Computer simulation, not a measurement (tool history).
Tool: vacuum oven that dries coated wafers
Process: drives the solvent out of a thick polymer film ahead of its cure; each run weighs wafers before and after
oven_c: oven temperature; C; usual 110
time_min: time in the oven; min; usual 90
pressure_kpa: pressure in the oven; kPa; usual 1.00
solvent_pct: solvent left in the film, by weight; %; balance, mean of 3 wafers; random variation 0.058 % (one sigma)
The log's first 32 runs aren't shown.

run,hour,oven_c,time_min,pressure_kpa,solvent_pct
33,2664.3,119,68,1.05,2.56
34,2763.3,118,68,0.91,2.54
35,2869.8,118,68,0.91,2.67
36,2933.3,118,98,0.91,1.46
37,3049.2,110,54,0.91,5.48
38,3148.9,111,54,0.61,5.19
39,3261.5,110,77,0.62,3.27
40,3373.7,110,77,0.62,3.42
41,3461.5,106,56,0.62,6.14
42,3576.3,106,108,0.62,2.50
43,3627.9,107,67,1.01,4.98
44,3722.4,108,77,1.00,3.98
45,3777.5,108,89,1.65,3.65
46,3826.9,110,157,3.60,2.46
47,3938.1,107,103,1.00,2.81
48,3998.9,99,126,0.64,3.02

3 ways to go on from here, each from the tool as it stands after run 48. What would each give?
A,4068.8,99,137,2.90,?
B,4068.8,109,126,0.64,?
C,4068.8,123,82,0.64,?

run,solvent_pct
A,4.39
B,1.56
C,1.23
Without the tool's hidden state the same runs would have given:
run,solvent_pct
A,4.45
B,1.54
C,1.24
